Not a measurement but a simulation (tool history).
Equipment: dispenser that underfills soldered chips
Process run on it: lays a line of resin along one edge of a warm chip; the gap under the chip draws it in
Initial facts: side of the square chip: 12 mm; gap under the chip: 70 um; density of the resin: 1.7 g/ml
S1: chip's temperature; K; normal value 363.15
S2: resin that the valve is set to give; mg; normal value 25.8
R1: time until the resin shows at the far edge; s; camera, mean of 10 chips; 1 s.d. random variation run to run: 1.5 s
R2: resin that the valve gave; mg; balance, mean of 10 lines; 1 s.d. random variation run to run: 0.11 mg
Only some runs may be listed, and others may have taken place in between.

run,hour,S1,S2,R1,R2
1,0.0,363.15,25.8,169.8,25.19
# hour 4.3: new syringe of resin
2,5.3,363.15,25.8,153.4,25.17
3,8.5,363.15,25.8,175.3,24.96
# hour 12.7: new syringe of resin
4,13.0,363.15,25.8,143.2,25.31
5,15.1,363.15,25.8,155.1,24.98
6,17.9,363.15,25.8,175.2,24.86
# hour 20.9: new syringe of resin
7,22.9,363.15,25.8,153.2,24.96
8,26.0,363.15,25.8,178.5,24.85
# hour 29.2: new syringe of resin
9,29.2,363.15,25.8,143.9,24.67
10,34.4,352.15,22.6,261.9,21.63
# hour 37.5: new syringe of resin
11,38.3,366.15,23.7,138.4,22.80
12,41.9,366.15,23.7,162.7,22.74
13,45.0,372.15,31.0,149.0,29.55
# hour 45.7: new syringe of resin
14,48.1,372.15,31.0,122.3,29.76

Predict each of these 3 candidate next runs independently; none follows another, all start after run 14:
A,53.1,372.15,26.7,?,?
B,53.1,369.15,25.2,?,?
C,53.1,372.15,25.6,?,?

run,R1,R2
A,151.1,25.38
B,167.0,24.17
C,154.5,24.20
Stripped of hidden state, with their random variation kept, the same runs would have yielded:
run,R1,R2
A,110.3,26.66
B,121.5,25.38
C,112.7,25.42

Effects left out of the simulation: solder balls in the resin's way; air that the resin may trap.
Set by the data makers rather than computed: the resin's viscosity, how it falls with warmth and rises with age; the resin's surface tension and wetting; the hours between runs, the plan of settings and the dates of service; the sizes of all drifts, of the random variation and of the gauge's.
